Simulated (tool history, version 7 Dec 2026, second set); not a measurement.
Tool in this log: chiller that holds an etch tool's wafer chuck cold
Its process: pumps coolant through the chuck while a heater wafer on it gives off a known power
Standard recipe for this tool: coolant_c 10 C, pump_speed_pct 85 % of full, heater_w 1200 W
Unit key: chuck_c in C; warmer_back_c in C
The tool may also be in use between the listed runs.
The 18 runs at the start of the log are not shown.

| run | hour | coolant_c | pump_speed_pct | heater_w | hours since the coolant was changed and the channels were flushed | hours since the pump was overhauled | hours since the chiller's thermometer was calibrated | chuck_c | warmer_back_c |
|---|---|---|---|---|---|---|---|---|---|
| 19 | 2140.1 | 10 | 64 | 1343 | 3065 | 2453 | 370 | 20.6 | 4.9 |
| 20 | 2265.4 | 10 | 64 | 1343 | 3190 | 2579 | 495 | 20.5 | 4.91 |
| 21 | 2412.4 | 10 | 91 | 1072 | 3337 | 2726 | 642 | 16.4 | 2.73 |
| 22 | 2531.5 | 10 | 91 | 1072 | 3456 | 2845 | 761 | 16.4 | 2.8 |
| 23 | 2598.8 | 10 | 85 | 1200 | 3523 | 2912 | 828 | 17.5 | 3.29 |
|  | 2642 | chiller's thermometer calibrated, once more |
| 24 | 2679 | 10 | 85 | 1200 | 3603 | 2991 | 37 | 18 | 3.39 |
| 25 | 2813.4 | 10 | 85 | 1200 | 3737 | 3126 | 171 | 18.1 | 3.37 |
| 26 | 2976 | 10 | 94 | 1494 | 3900 | 3288 | 334 | 19.4 | 3.75 |
| 27 | 3068.7 | 10 | 94 | 1494 | 3992 | 3381 | 427 | 19.6 | 3.71 |
| 28 | 3162.6 | 19 | 94 | 752 | 4086 | 3475 | 521 | 23.8 | 1.93 |
| 29 | 3269.9 | 10 | 76 | 903 | 4193 | 3582 | 628 | 16.5 | 2.83 |
| 30 | 3390.2 | 10 | 76 | 903 | 4314 | 3702 | 748 | 16.3 | 2.85 |
| 31 | 3523.6 | 15 | 76 | 947 | 4447 | 3836 | 882 | 22 | 2.96 |

Forecast each of these 4 alternatives for the next run:
| A | 3666 | 10 | 85 | 1168 | 4590 | 3978 | 1024 | ? | ? |
| B | 3666 | 9 | 76 | 947 | 4590 | 3978 | 1024 | ? | ? |
| C | 3666 | 14 | 85 | 1200 | 4590 | 3978 | 1024 | ? | ? |
| D | 3666 | 18 | 85 | 1200 | 4590 | 3978 | 1024 | ? | ? |

| run | chuck_c | warmer_back_c |
|---|---|---|
| A | 18 | 3.29 |
| B | 16 | 2.95 |
| C | 21.8 | 3.4 |
| D | 26.1 | 3.36 |
With the hidden condition removed and each run's random variation left untouched, the same runs would have given:
| run | chuck_c | warmer_back_c |
|---|---|---|
| A | 17.4 | 3.1 |
| B | 15.5 | 2.78 |
| C | 21.2 | 3.21 |
| D | 25.5 | 3.17 |
